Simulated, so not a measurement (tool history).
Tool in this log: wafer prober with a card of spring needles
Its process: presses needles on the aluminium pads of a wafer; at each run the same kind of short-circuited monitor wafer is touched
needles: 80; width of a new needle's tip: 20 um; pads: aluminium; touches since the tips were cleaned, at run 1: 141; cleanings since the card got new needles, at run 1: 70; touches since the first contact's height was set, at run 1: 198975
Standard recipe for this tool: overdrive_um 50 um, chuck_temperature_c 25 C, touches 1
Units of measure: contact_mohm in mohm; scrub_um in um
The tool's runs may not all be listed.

| run | hour | overdrive_um | chuck_temperature_c | touches | touches since the tips were cleaned | cleanings since the card got new needles | touches since the first contact's height was set | contact_mohm | scrub_um |
|---|---|---|---|---|---|---|---|---|---|
| 1 | 0.0 | 50 | 25 | 1 | 141 | 70 | 198975 | 177 | 9.44 |
|  | 4.1 | tips cleaned on abrasive film |
|  | 8.7 | tips cleaned on abrasive film |
| 2 | 8.7 | 50 | 25 | 1 | 0 | 72 | 204068 | 172 | 9.43 |
|  | 13.4 | tips cleaned on abrasive film |
|  | 18.1 | tips cleaned on abrasive film |
| 3 | 18.2 | 50 | 25 | 1 | 20 | 74 | 209559 | 172 | 9.29 |
|  | 23.1 | tips cleaned on abrasive film |
| 4 | 25.7 | 30 | 25 | 1 | 1569 | 75 | 214022 | 291 | 4.92 |
|  | 27.5 | tips cleaned on abrasive film |
|  | 32.2 | tips cleaned on abrasive film |
|  | 36.6 | tips cleaned on abrasive film |
| 5 | 40.5 | 30 | 25 | 1 | 2304 | 78 | 222634 | 324 | 5.01 |
|  | 41.6 | tips cleaned on abrasive film |
|  | 41.9 | height of the first contact set anew |
|  | 46.8 | tips cleaned on abrasive film |
|  | 51.6 | tips cleaned on abrasive film |
| 6 | 51.6 | 30 | 25 | 1 | 0 | 81 | 5672 | 213 | 4.71 |
|  | 56.4 | tips cleaned on abrasive film |
|  | 60.8 | tips cleaned on abrasive film |
|  | 65.6 | tips cleaned on abrasive film |
| 7 | 66.7 | 30 | 25 | 1 | 669 | 84 | 14497 | 265 | 4.47 |
|  | 70.6 | tips cleaned on abrasive film |
|  | 75.2 | tips cleaned on abrasive film |
|  | 79.8 | tips cleaned on abrasive film |
| 8 | 80.9 | 30 | 25 | 1 | 654 | 87 | 22816 | 259 | 4.70 |
|  | 84.0 | tips cleaned on abrasive film |
|  | 88.7 | tips cleaned on abrasive film |
| 9 | 89.2 | 30 | 25 | 1 | 299 | 89 | 27647 | 238 | 4.37 |
|  | 92.9 | tips cleaned on abrasive film |
|  | 97.5 | tips cleaned on abrasive film |
|  | 100.5 | height of the first contact set anew, once more |
|  | 102.6 | tips cleaned on abrasive film |
| 10 | 103.1 | 54 | 25 | 1 | 325 | 92 | 1515 | 165 | 11.44 |
|  | 107.1 | tips cleaned on abrasive film |
|  | 111.2 | tips cleaned on abrasive film |
| 11 | 111.2 | 54 | 25 | 1 | 0 | 94 | 6204 | 162 | 11.63 |
|  | 115.4 | tips cleaned on abrasive film |
|  | 120.1 | tips cleaned on abrasive film |
| 12 | 121.5 | 54 | 25 | 1 | 847 | 96 | 12245 | 181 | 11.33 |
|  | 124.6 | tips cleaned on abrasive film |
|  | 128.7 | tips cleaned on abrasive film |
| 13 | 128.7 | 54 | 25 | 1 | 0 | 98 | 16388 | 164 | 11.25 |
|  | 133.4 | tips cleaned on abrasive film |
|  | 138.0 | tips cleaned on abrasive film |
|  | 142.1 | tips cleaned on abrasive film |
| 14 | 143.1 | 37 | 25 | 1 | 604 | 101 | 24794 | 201 | 7.63 |
|  | 146.5 | tips cleaned on abrasive film |
|  | 151.6 | tips cleaned on abrasive film |
| 15 | 154.3 | 55 | 40 | 1 | 1597 | 103 | 31361 | 191 | 11.57 |
|  | 156.4 | tips cleaned on abrasive film |
|  | 161.3 | tips cleaned on abrasive film |
|  | 166.1 | tips cleaned on abrasive film |
| 16 | 166.1 | 55 | 40 | 1 | 0 | 106 | 38246 | 169 | 11.44 |
|  | 171.0 | tips cleaned on abrasive film |
|  | 175.4 | tips cleaned on abrasive film |
| 17 | 179.4 | 55 | 40 | 1 | 2367 | 108 | 46018 | 203 | 11.52 |
|  | 180.2 | tips cleaned on abrasive film |
|  | 185.1 | tips cleaned on abrasive film |
| 18 | 188.6 | 37 | 115 | 2 | 2063 | 110 | 51386 | 233 | 7.49 |
|  | 189.4 | tips cleaned on abrasive film |
|  | 194.1 | tips cleaned on abrasive film |
| 19 | 197.6 | 37 | 115 | 2 | 2087 | 112 | 56675 | 230 | 7.38 |
|  | 198.4 | tips cleaned on abrasive film |
|  | 203.5 | tips cleaned on abrasive film |
| 20 | 207.1 | 37 | 115 | 2 | 2131 | 114 | 62200 | 236 | 7.44 |
|  | 207.9 | tips cleaned on abrasive film |
|  | 212.5 | tips cleaned on abrasive film |
|  | 217.4 | tips cleaned on abrasive film |
|  | 221.8 | tips cleaned on abrasive film |
| 21 | 221.8 | 32 | 31 | 1 | 0 | 118 | 70738 | 192 | 6.39 |
|  | 226.6 | tips cleaned on abrasive film |
| 22 | 228.8 | 32 | 31 | 1 | 1297 | 119 | 74819 | 250 | 6.39 |
|  | 230.7 | tips cleaned on abrasive film |
|  | 235.3 | tips cleaned on abrasive film |
|  | 240.3 | tips cleaned on abrasive film |
| 23 | 241.2 | 32 | 31 | 1 | 517 | 122 | 82033 | 230 | 6.35 |
|  | 245.3 | tips cleaned on abrasive film |
|  | 249.8 | tips cleaned on abrasive film |
| 24 | 252.1 | 32 | 31 | 1 | 1338 | 124 | 88414 | 267 | 6.15 |
|  | 254.2 | tips cleaned on abrasive film |
|  | 258.8 | tips cleaned on abrasive film |
|  | 263.5 | tips cleaned on abrasive film |
|  | 267.8 | tips cleaned on abrasive film |
| 25 | 267.8 | 32 | 31 | 1 | 0 | 128 | 97532 | 189 | 6.19 |
|  | 272.3 | tips cleaned on abrasive film |
|  | 277.0 | tips cleaned on abrasive film |
|  | 281.4 | tips cleaned on abrasive film |
| 26 | 283.8 | 30 | 87 | 2 | 1400 | 131 | 106889 | 252 | 5.50 |
|  | 285.7 | tips cleaned on abrasive film |
|  | 290.1 | tips cleaned on abrasive film |
| 27 | 292.8 | 30 | 87 | 2 | 1571 | 133 | 112135 | 252 | 5.62 |
|  | 294.5 | tips cleaned on abrasive film |
|  | 298.9 | tips cleaned on abrasive film |
|  | 303.6 | tips cleaned on abrasive film |
| 28 | 305.2 | 30 | 87 | 2 | 993 | 136 | 119398 | 238 | 5.48 |

Here are 4 independent what-if runs from the current tool condition. What would each one return?
|  | 308.1 | tips cleaned on abrasive film |
|  | 312.5 | tips cleaned on abrasive film |
|  | 317.1 | tips cleaned on abrasive film |
| A | 320.6 | 49 | 87 | 2 | 2077 | 139 | 128360 | ? | ? |
|  | 308.1 | tips cleaned on abrasive film |
|  | 312.5 | tips cleaned on abrasive film |
|  | 317.1 | tips cleaned on abrasive film |
| B | 320.6 | 38 | 25 | 1 | 2077 | 139 | 128360 | ? | ? |
|  | 308.1 | tips cleaned on abrasive film |
|  | 312.5 | tips cleaned on abrasive film |
|  | 317.1 | tips cleaned on abrasive film |
| C | 320.6 | 34 | 85 | 1 | 2077 | 139 | 128360 | ? | ? |
|  | 308.1 | tips cleaned on abrasive film |
|  | 312.5 | tips cleaned on abrasive film |
|  | 317.1 | tips cleaned on abrasive film |
| D | 320.6 | 46 | 124 | 1 | 2077 | 139 | 128360 | ? | ? |

| run | contact_mohm | scrub_um |
|---|---|---|
| A | 207 | 9.45 |
| B | 259 | 7.03 |
| C | 289 | 6.35 |
| D | 239 | 8.83 |
With no hidden state in the tool, these same runs would have given:
| run | contact_mohm | scrub_um |
|---|---|---|
| A | 174 | 10.28 |
| B | 169 | 7.87 |
| C | 185 | 7.19 |
| D | 185 | 9.68 |
